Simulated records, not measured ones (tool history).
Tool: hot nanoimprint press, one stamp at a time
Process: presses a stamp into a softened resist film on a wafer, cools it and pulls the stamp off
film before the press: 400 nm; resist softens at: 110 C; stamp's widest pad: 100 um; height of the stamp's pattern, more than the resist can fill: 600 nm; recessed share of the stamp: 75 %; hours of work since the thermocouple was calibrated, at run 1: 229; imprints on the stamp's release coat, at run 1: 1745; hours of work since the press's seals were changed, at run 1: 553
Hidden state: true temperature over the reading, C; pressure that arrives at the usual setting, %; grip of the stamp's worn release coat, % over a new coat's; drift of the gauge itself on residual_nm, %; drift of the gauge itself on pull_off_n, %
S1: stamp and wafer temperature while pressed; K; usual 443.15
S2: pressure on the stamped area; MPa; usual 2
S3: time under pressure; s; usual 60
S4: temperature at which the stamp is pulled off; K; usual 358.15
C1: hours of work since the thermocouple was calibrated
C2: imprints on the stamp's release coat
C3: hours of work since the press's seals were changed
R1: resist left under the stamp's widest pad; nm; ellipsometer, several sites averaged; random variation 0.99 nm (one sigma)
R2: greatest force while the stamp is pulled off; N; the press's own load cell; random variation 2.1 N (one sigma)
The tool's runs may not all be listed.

| run | day | S1 | S2 | S3 | S4 | C1 | C2 | C3 | R1 | R2 |
|---|---|---|---|---|---|---|---|---|---|---|
| 1 | 0 | 443.15 | 2 | 60 | 358.15 | 229 | 1745 | 553 | 171.9 | 115 |
| 2 | 3.942 | 432.15 | 2 | 60 | 358.15 | 267 | 1907 | 591 | 258.5 | 127 |
| 3 | 6.379 | 432.15 | 2 | 60 | 358.15 | 291 | 2008 | 614 | 257.9 | 123 |
| 4 | 8.608 | 443.15 | 2 | 60 | 346.15 | 313 | 2100 | 636 | 171.5 | 164 |
| 5 | 10.983 | 443.15 | 2 | 60 | 358.15 | 336 | 2198 | 659 | 172.5 | 128 |
|  | 12.267 | stamp cleaned and given a new release coat |
| 6 | 14.796 | 443.15 | 2 | 60 | 358.15 | 370 | 104 | 694 | 173.7 | 93 |
| 7 | 18.854 | 443.15 | 1.44 | 60 | 358.15 | 410 | 272 | 733 | 199.3 | 93 |
|  | 20.4 | press's hydraulic seals changed and the load cell set to zero |
|  | 22.221 | plate thermocouple calibrated |
| 8 | 23.275 | 443.15 | 1.44 | 60 | 358.15 | 10 | 435 | 27 | 195.2 | 103 |
| 9 | 26.008 | 443.15 | 1.44 | 60 | 358.15 | 37 | 548 | 53 | 194.6 | 100 |
| 10 | 29.583 | 443.15 | 2 | 60 | 358.15 | 71 | 695 | 88 | 164.9 | 102 |
| 11 | 33.658 | 443.15 | 2 | 60 | 358.15 | 111 | 863 | 127 | 166.7 | 103 |
| 12 | 36.696 | 443.15 | 2 | 60 | 358.15 | 140 | 989 | 157 | 166.7 | 105 |
| 13 | 38.821 | 443.15 | 2 | 60 | 358.15 | 161 | 1076 | 177 | 166.4 | 111 |
| 14 | 42.154 | 443.15 | 2 | 60 | 361.15 | 193 | 1214 | 210 | 166.2 | 103 |
| 15 | 45.433 | 443.15 | 2 | 60 | 361.15 | 225 | 1349 | 242 | 165.7 | 107 |
|  | 46.067 | plate thermocouple calibrated, once more |
| 16 | 48.946 | 443.15 | 2 | 60 | 361.15 | 28 | 1488 | 274 | 173.9 | 110 |
| 17 | 52.933 | 433.15 | 2.82 | 36 | 363.15 | 67 | 1653 | 313 | 254.3 | 109 |
| 18 | 55.854 | 433.15 | 2.82 | 36 | 360.15 | 95 | 1773 | 341 | 252.4 | 115 |
| 19 | 59.492 | 440.15 | 1.39 | 52 | 358.15 | 130 | 1923 | 377 | 236.2 | 131 |
| 20 | 62.854 | 434.15 | 1.55 | 85 | 360.15 | 163 | 2062 | 409 | 237.7 | 122 |
| 21 | 65.275 | 446.15 | 3.09 | 51 | 358.15 | 186 | 2162 | 433 | 132.2 | 127 |
|  | 67.267 | stamp cleaned and given a new release coat |
| 22 | 67.35 | 446.15 | 3.16 | 75 | 365.15 | 204 | 4 | 450 | 111.1 | 80 |
| 23 | 70.567 | 443.15 | 1.44 | 45 | 347.15 | 235 | 137 | 482 | 218.6 | 113 |
| 24 | 73.946 | 449.15 | 1.27 | 38 | 353.15 | 268 | 276 | 514 | 201.4 | 107 |
| 25 | 77.712 | 449.15 | 2.54 | 38 | 344.15 | 304 | 431 | 551 | 146.9 | 127 |
| 26 | 79.854 | 449.15 | 3.15 | 38 | 344.15 | 325 | 519 | 572 | 130.4 | 127 |
| 27 | 81.646 | 455.15 | 2 | 42 | 346.15 | 343 | 593 | 589 | 126.5 | 126 |
| 28 | 85.462 | 455.15 | 2 | 42 | 346.15 | 380 | 751 | 626 | 126.6 | 132 |
| 29 | 89.1 | 455.15 | 2 | 42 | 346.15 | 415 | 901 | 661 | 126.8 | 138 |

Some steps in R1 between neighbouring runs. How much of each would the tool show without its hidden state too (settings, what came in, random variation), and how much is left for the hidden state, with any gauge scatter that isn't in both results?
Run 7 -> 8: press's hydraulic seals changed and the load cell set to zero, plate thermocouple calibrated. R1 -4.1 nm: hidden state -3.8, all else -0.3.
Run 15 -> 16: plate thermocouple calibrated, once more. R1 +8.2 nm: hidden state +7, all else +1.2.
Run 20 -> 21: S1 434.15 -> 446.15, S2 1.55 -> 3.09, S3 85 -> 51, S4 360.15 -> 358.15. R1 -105.5 nm: hidden state +1.8, all else -107.3.
Run 22 -> 23: S1 446.15 -> 443.15, S2 3.16 -> 1.44, S3 75 -> 45, S4 365.15 -> 347.15. R1 +107.5 nm: hidden state -2, all else +109.5.

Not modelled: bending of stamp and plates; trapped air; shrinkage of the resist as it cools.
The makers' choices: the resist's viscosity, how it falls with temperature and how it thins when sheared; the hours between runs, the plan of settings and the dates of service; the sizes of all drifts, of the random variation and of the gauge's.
